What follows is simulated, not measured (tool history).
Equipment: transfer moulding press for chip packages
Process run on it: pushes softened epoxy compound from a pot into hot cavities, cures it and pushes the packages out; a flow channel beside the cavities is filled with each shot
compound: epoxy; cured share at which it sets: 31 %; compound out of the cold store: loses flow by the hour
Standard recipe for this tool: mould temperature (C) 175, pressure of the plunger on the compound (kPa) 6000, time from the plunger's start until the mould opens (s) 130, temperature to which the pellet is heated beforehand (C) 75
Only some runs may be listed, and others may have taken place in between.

run	day	mould temperature (C)	pressure of the plunger on the compound (kPa)	time from the plunger's start until the mould opens (s)	temperature to which the pellet is heated beforehand (C)	incoming compound's hours out of the cold store	length that the compound runs in the flow channel (mm)	greatest force on the pins that push the packages out (N)
1	0.000	175	6000	130	75	21.0	528	463
2	2.483	175	6000	130	68	30.2	512	481
# day 4.158: plunger's sealing rings changed
# day 4.375: cavities cleaned with cleaning compound and waxed
3	4.775	175	6000	130	68	26.0	522	448
4	7.046	175	6000	130	68	46.3	483	460
# day 8.721: cavities cleaned with cleaning compound and waxed
5	9.212	175	6000	130	68	30.7	507	453
6	11.046	175	6000	130	68	27.4	519	452
# day 13.100: mould's thermocouples calibrated
# day 13.162: cavities cleaned with cleaning compound and waxed
7	13.242	175	5490	130	68	22.8	503	472
8	14.546	175	5490	130	68	18.2	511	473
# day 15.642: plunger's sealing rings changed
9	16.808	175	6000	130	77	27.0	518	477
# day 17.646: cavities cleaned with cleaning compound and waxed
10	18.229	175	6000	130	77	18.2	538	465
11	19.521	175	6700	130	75	17.1	567	454
# day 21.958: cavities cleaned with cleaning compound and waxed
12	21.967	175	6000	130	75	24.4	523	463
13	24.000	175	6000	130	75	9.9	553	472
# day 26.275: cavities cleaned with cleaning compound and waxed
14	26.629	175	6000	130	75	34.1	506	458
# day 27.092: plunger's sealing rings changed
15	28.279	178	5150	122	66	10.2	507	464
16	29.846	168	5150	122	66	36.0	478	770
# day 30.817: cavities cleaned with cleaning compound and waxed
17	31.446	168	5150	122	66	19.3	507	824
18	32.767	170	6080	122	83	46.6	495	642
19	34.192	170	6080	150	83	17.2	555	476
# day 35.167: cavities cleaned with cleaning compound and waxed
20	35.433	169	6080	131	83	15.2	558	645
21	37.817	175	6000	130	84	34.0	502	450
# day 38.475: plunger's sealing rings changed
22	38.971	175	6000	130	84	31.7	507	453
# day 39.633: cavities cleaned with cleaning compound and waxed
23	40.233	175	6000	130	84	9.1	554	467
24	42.396	170	6000	140	82	24.3	533	532
# day 44.025: cavities cleaned with cleaning compound and waxed
25	44.246	180	5700	112	85	20.7	508	458
26	45.312	177	5970	168	85	15.4	532	365
27	47.296	177	5970	168	85	44.1	482	389

Alternative continuations, all from the tool just after run 27; predict every row:
# day 48.458: cavities cleaned with cleaning compound and waxed
A	49.000	177	5970	156	85	33.6	?	?
# day 48.458: cavities cleaned with cleaning compound and waxed
B	49.000	175	5440	130	72	13.8	?	?
# day 48.458: cavities cleaned with cleaning compound and waxed
C	49.000	173	6000	130	78	42.2	?	?
# day 48.458: cavities cleaned with cleaning compound and waxed
D	49.000	177	5970	156	85	22.9	?	?

run	length that the compound runs in the flow channel (mm)	greatest force on the pins that push the packages out (N)
A	502	396
B	519	458
C	495	481
D	517	394
Had the tool no hidden state, the same runs would have come out as:
run	length that the compound runs in the flow channel (mm)	greatest force on the pins that push the packages out (N)
A	503	394
B	519	456
C	495	478
D	517	392
